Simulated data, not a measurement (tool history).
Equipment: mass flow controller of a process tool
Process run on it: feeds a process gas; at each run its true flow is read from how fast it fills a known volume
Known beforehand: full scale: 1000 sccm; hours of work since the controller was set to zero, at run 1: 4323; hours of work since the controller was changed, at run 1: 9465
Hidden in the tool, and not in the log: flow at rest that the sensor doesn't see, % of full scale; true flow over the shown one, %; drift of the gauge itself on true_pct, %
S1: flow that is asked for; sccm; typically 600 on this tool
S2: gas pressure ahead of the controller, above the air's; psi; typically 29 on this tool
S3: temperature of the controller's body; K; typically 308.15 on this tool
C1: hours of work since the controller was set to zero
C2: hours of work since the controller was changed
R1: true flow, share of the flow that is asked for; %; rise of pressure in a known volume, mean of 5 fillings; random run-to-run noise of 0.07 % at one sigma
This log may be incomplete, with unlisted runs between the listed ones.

run	day	S1	S2	S3	C1	C2	R1
1	0	600	29	308.15	4323	9465	98.27
2	10.425	600	29	308.15	4472	9614	98.18
3	29.45	600	29	308.15	4745	9887	98.25
# day 35.475: controller's zero set anew
4	39.05	600	29	308.15	51	10024	98.23
5	52.6	600	29	308.15	245	10218	98.21
6	70.333	600	29	308.15	499	10472	98.21
7	87.3	600	29	308.15	742	10715	98.26
8	108.896	600	29	308.15	1051	11024	98.22
9	122.625	600	29	308.15	1248	11221	98.16
10	139.054	600	29	308.15	1483	11456	98.27
11	155.646	600	29	308.15	1721	11694	98.19
12	172.675	600	29	308.15	1965	11937	98.16
13	194.292	737	29	308.15	2274	12247	98.53
14	214.712	737	29	308.15	2567	12539	98.4
15	224.229	737	29	308.15	2703	12676	98.44
16	237.046	737	29	308.15	2887	12859	98.5
17	252.354	600	29	308.15	3106	13078	98.15
18	271.542	600	29	308.15	3381	13353	98.24
# day 286.533: controller exchanged for a calibrated one
19	286.533	259	29	308.15	0	0	97.39
20	302.579	259	29	308.15	230	230	97.56
21	325.1	259	29	308.15	552	552	97.47
22	344.358	600	29	308.15	828	828	98.25
23	356.125	600	29	299.15	997	997	99.14
24	366	151	23.4	306.15	1138	1138	97.31
25	386.508	439	35.8	296.15	1432	1432	99.36
26	405.846	257	32.6	300.15	1709	1709	98.49
27	428.329	113	31.6	302.15	2031	2031	97.99
28	446.288	600	39.5	298.15	2288	2288	99.55
29	466.721	607	29.2	312.15	2580	2580	97.86
30	482.021	135	29.2	302.15	2799	2799	97.89
31	499.629	656	37.7	298.15	3052	3052	99.61

Predict the results of run 32:
32	509.1	411	35.4	308.15	3187	3187	?

For run 32 the tool returned R1 98.02 %.
Had the tool carried no hidden state, the very same run would have given R1 98.03 %.

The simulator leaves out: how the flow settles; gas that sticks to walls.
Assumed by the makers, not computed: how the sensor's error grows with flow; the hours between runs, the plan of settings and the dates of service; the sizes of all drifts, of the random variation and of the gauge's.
